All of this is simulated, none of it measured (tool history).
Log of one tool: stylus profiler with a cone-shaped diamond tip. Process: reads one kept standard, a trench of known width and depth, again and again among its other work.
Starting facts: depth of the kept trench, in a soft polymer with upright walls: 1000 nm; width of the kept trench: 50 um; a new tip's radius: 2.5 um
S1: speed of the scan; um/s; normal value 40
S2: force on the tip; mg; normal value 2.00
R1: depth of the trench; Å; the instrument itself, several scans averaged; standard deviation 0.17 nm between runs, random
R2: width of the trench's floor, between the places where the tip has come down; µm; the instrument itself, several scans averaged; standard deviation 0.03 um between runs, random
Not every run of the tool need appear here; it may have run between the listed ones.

Run 1, hour 0.0: usual settings. Result: R1 10092.0 Å, R2 44.82 µm.
Run 2, hour 15.3: usual settings but S2 1.56 mg. Result: R1 10080.1 Å, R2 44.75 µm.
Run 3, hour 31.6: usual settings but S2 1.56 mg. Result: R1 10080.5 Å, R2 44.67 µm.
Run 4, hour 49.5: usual settings but S2 1.56 mg. Result: R1 10080.9 Å, R2 44.70 µm.
Run 5, hour 76.4: usual settings but S2 1.56 mg. Result: R1 10078.0 Å, R2 44.73 µm.
Run 6, hour 94.6: usual settings but S2 1.56 mg. Result: R1 10075.9 Å, R2 44.73 µm.
Run 7, hour 111.2: usual settings but S2 1.56 mg. Result: R1 10076.9 Å, R2 44.73 µm.
Run 8, hour 130.3: usual settings but S2 1.56 mg. Result: R1 10079.5 Å, R2 44.69 µm.
Run 9, hour 163.1: usual settings. Result: R1 10094.1 Å, R2 44.70 µm.
Run 10, hour 188.1: usual settings but S1 136 um/s. Result: R1 10093.5 Å, R2 44.20 µm.
Run 11, hour 212.3: usual settings but S2 3.91 mg. Result: R1 10155.6 Å, R2 44.76 µm.
Run 12, hour 245.2: usual settings but S2 2.09 mg. Result: R1 10097.9 Å, R2 44.65 µm.
Run 13, hour 276.7: usual settings. Result: R1 10096.2 Å, R2 44.65 µm.
Run 14, hour 303.8: usual settings. Result: R1 10094.0 Å, R2 44.63 µm.
Run 15, hour 332.7: usual settings. Result: R1 10094.3 Å, R2 44.59 µm.
Run 16, hour 351.8: usual settings. Result: R1 10094.6 Å, R2 44.63 µm.
Run 17, hour 374.9: usual settings. Result: R1 10090.7 Å, R2 44.60 µm.
Run 18, hour 395.6: usual settings but S1 96 um/s. Result: R1 10091.9 Å, R2 44.31 µm.
Run 19, hour 410.8: usual settings but S1 15 um/s. Result: R1 10092.9 Å, R2 44.69 µm.
Run 20, hour 436.0: usual settings. Result: R1 10090.3 Å, R2 44.56 µm.
Run 21, hour 451.9: usual settings but S2 4.32 mg. Result: R1 10170.6 Å, R2 44.56 µm.
Run 22, hour 475.8: usual settings but S2 4.32 mg. Result: R1 10168.0 Å, R2 44.61 µm.
Run 23, hour 508.5: usual settings but S2 4.32 mg. Result: R1 10168.5 Å, R2 44.59 µm.
Run 24, hour 535.8: usual settings but S1 18 um/s. Result: R1 10088.4 Å, R2 44.62 µm.
Run 25, hour 568.3: usual settings but S1 81 um/s, S2 3.84 mg. Result: R1 10153.2 Å, R2 44.38 µm.
Run 26, hour 584.5: usual settings but S1 133 um/s, S2 0.84 mg. Result: R1 10039.6 Å, R2 43.65 µm.
Run 27, hour 601.1: usual settings but S1 55 um/s, S2 1.06 mg. Result: R1 10047.5 Å, R2 44.25 µm.
Run 28, hour 622.3: usual settings but S1 137 um/s, S2 1.06 mg. Result: R1 10048.2 Å, R2 43.65 µm.
Run 29, hour 655.5: usual settings but S1 39 um/s, S2 4.72 mg. Result: R1 10177.6 Å, R2 44.51 µm.
Run 30, hour 677.5: usual settings but S1 29 um/s, S2 2.49 mg. Result: R1 10104.6 Å, R2 44.51 µm.
At hour 680.6: height scale calibrated on a step standard.
Run 31, hour 692.5: usual settings but S1 32 um/s. Result: R1 10077.0 Å, R2 44.44 µm.
Run 32, hour 721.8: usual settings but S1 32 um/s. Result: R1 10077.1 Å, R2 44.39 µm.
Run 33, hour 741.0: usual settings but S1 32 um/s. Result: R1 10075.5 Å, R2 44.46 µm.
Run 34, hour 755.3: usual settings but S1 19 um/s, S2 2.31 mg. Result: R1 10088.2 Å, R2 44.50 µm.
At hour 771.6: height scale calibrated on a step standard, once more.
Run 35, hour 789.5: usual settings but S1 41 um/s, S2 1.39 mg. Result: R1 10086.3 Å, R2 44.38 µm.
Run 36, hour 821.4: usual settings but S1 17 um/s, S2 0.81 mg. Result: R1 10059.4 Å, R2 44.41 µm.
Run 37, hour 854.8: usual settings but S1 17 um/s, S2 0.81 mg. Result: R1 10057.9 Å, R2 44.41 µm.
Run 38, hour 886.9: usual settings but S1 17 um/s, S2 0.81 mg. Result: R1 10057.1 Å, R2 44.33 µm.
Run 39, hour 909.8: usual settings but S1 17 um/s, S2 0.81 mg. Result: R1 10059.7 Å, R2 44.42 µm.
Run 40, hour 938.7: usual settings but S1 17 um/s, S2 0.81 mg. Result: R1 10059.8 Å, R2 44.39 µm.
Run 41, hour 959.1: usual settings but S1 35 um/s, S2 0.78 mg. Result: R1 10055.9 Å, R2 44.20 µm.
Run 42, hour 993.0: usual settings but S1 35 um/s, S2 0.78 mg. Result: R1 10055.3 Å, R2 44.23 µm.
Run 43, hour 1014.2: usual settings but S2 0.68 mg. Result: R1 10049.4 Å, R2 44.10 µm.
Run 44, hour 1031.9: usual settings but S2 0.68 mg. Result: R1 10049.5 Å, R2 44.13 µm.
At hour 1051.6: new tip fitted, height scale calibrated.
Run 45, hour 1068.1: usual settings but S2 0.68 mg. Result: R1 10053.6 Å, R2 45.59 µm.
Run 46, hour 1092.4: usual settings but S1 13 um/s, S2 2.86 mg. Result: R1 10141.1 Å, R2 45.88 µm.

Alternative continuations, all from the tool just after run 46; predict every row:
Run A, hour 1123.8: usual settings but S1 64 um/s, S2 3.15 mg. Result: R1 ?, R2 ?.
Run B, hour 1123.8: usual settings but S1 14 um/s, S2 2.25 mg. Result: R1 ?, R2 ?.
Run C, hour 1123.8: usual settings but S1 72 um/s, S2 2.44 mg. Result: R1 ?, R2 ?.

run       R1     R2
  A  10152.5  45.68
  B  10118.6  45.84
  C  10129.5  45.57
Without the tool's unlogged condition, the same runs would have read:
run       R1     R2
  A  10156.7  45.76
  B  10122.7  45.92
  C  10133.6  45.64

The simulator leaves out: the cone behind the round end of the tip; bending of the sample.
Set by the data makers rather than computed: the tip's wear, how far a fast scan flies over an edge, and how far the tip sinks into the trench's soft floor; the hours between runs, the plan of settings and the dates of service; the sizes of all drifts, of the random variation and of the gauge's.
